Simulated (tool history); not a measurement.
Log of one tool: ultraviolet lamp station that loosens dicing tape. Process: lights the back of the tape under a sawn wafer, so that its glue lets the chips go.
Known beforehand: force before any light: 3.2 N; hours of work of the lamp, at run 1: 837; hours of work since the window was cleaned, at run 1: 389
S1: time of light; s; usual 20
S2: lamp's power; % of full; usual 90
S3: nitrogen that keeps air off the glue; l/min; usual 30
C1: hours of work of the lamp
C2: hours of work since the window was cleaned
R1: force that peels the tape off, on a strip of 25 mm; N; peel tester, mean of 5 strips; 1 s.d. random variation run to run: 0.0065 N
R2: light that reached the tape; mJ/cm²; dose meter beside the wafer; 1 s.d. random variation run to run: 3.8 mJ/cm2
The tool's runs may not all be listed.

run 1 hour=0.0 | S1=20 S2=90 S3=30 | C1=837 C2=389 | R1=0.325 R2=536
run 2 hour=34.9 | S1=20 S2=90 S3=30 | C1=856 C2=408 | R1=0.330 R2=535
-- hour=59.8 window cleaned of glue's vapour
run 3 hour=62.7 | S1=14 S2=90 S3=30 | C1=871 C2=2 | R1=0.690 R2=351
run 4 hour=92.4 | S1=20 S2=90 S3=30 | C1=888 C2=18 | R1=0.392 R2=500
run 5 hour=127.3 | S1=20 S2=90 S3=30 | C1=908 C2=38 | R1=0.377 R2=492
-- hour=142.2 window cleaned of glue's vapour, once more
run 6 hour=157.6 | S1=20 S2=90 S3=30 | C1=924 C2=9 | R1=0.301 R2=563
run 7 hour=175.1 | S1=20 S2=90 S3=23 | C1=934 C2=18 | R1=0.354 R2=568
run 8 hour=206.7 | S1=20 S2=90 S3=23 | C1=952 C2=36 | R1=0.341 R2=569
run 9 hour=244.2 | S1=20 S2=90 S3=30 | C1=973 C2=57 | R1=0.295 R2=553
run 10 hour=271.1 | S1=20 S2=90 S3=30 | C1=988 C2=72 | R1=0.280 R2=554
run 11 hour=295.9 | S1=20 S2=90 S3=30 | C1=1002 C2=86 | R1=0.315 R2=551
run 12 hour=320.9 | S1=20 S2=90 S3=30 | C1=1016 C2=100 | R1=0.288 R2=548
run 13 hour=342.2 | S1=20 S2=90 S3=30 | C1=1028 C2=112 | R1=0.312 R2=544
run 14 hour=368.7 | S1=12 S2=90 S3=30 | C1=1043 C2=127 | R1=0.752 R2=327
run 15 hour=393.7 | S1=10 S2=94 S3=30 | C1=1057 C2=141 | R1=0.918 R2=285
run 16 hour=418.9 | S1=20 S2=83 S3=11 | C1=1071 C2=155 | R1=0.703 R2=493
run 17 hour=459.4 | S1=18 S2=68 S3=11 | C1=1094 C2=178 | R1=1.017 R2=363
run 18 hour=492.3 | S1=36 S2=71 S3=16 | C1=1113 C2=197 | R1=0.247 R2=758
run 19 hour=515.5 | S1=20 S2=90 S3=28 | C1=1126 C2=210 | R1=0.343 R2=531
run 20 hour=537.4 | S1=18 S2=86 S3=24 | C1=1138 C2=222 | R1=0.510 R2=455
run 21 hour=571.8 | S1=18 S2=86 S3=24 | C1=1157 C2=241 | R1=0.515 R2=451
run 22 hour=601.0 | S1=18 S2=86 S3=24 | C1=1174 C2=258 | R1=0.509 R2=446
run 23 hour=623.9 | S1=15 S2=78 S3=10 | C1=1186 C2=271 | R1=1.138 R2=338
run 24 hour=643.2 | S1=15 S2=78 S3=10 | C1=1197 C2=281 | R1=1.174 R2=337
run 25 hour=668.8 | S1=20 S2=82 S3=55 | C1=1212 C2=296 | R1=0.288 R2=469
run 26 hour=697.8 | S1=20 S2=72 S3=55 | C1=1228 C2=312 | R1=0.385 R2=405

Subtracting, for every run, the result it would have given without the tool's unlogged condition from the measured result gives the following. The same run-to-run variation enters both numbers; the gauge's scatter may not:
Hidden state at play: lamp's light, % of a new lamp's; light that the window lets through, % of a clean one's; drift of the gauge itself on peel_n, %; drift of the gauge itself on dose_mj_cm2, %.
run=1 R1=+0.118 R2=-121
run=2 R1=+0.119 R2=-125
run=3 R1=+0.248 R2=-109
run=4 R1=+0.171 R2=-159
run=5 R1=+0.171 R2=-161
run=6 R1=+0.084 R2=-92
run=7 R1=+0.099 R2=-95
run=8 R1=+0.101 R2=-99
run=9 R1=+0.091 R2=-101
run=10 R1=+0.091 R2=-104
run=11 R1=+0.101 R2=-106
run=12 R1=+0.096 R2=-109
run=13 R1=+0.104 R2=-110
run=14 R1=+0.189 R2=-68
run=15 R1=+0.206 R2=-60
run=16 R1=+0.191 R2=-109
run=17 R1=+0.228 R2=-83
run=18 R1=+0.095 R2=-179
run=19 R1=+0.126 R2=-128
run=20 R1=+0.174 R2=-112
run=21 R1=+0.183 R2=-115
run=22 R1=+0.180 R2=-117
run=23 R1=+0.265 R2=-90
run=24 R1=+0.275 R2=-92
run=25 R1=+0.124 R2=-130
run=26 R1=+0.158 R2=-116
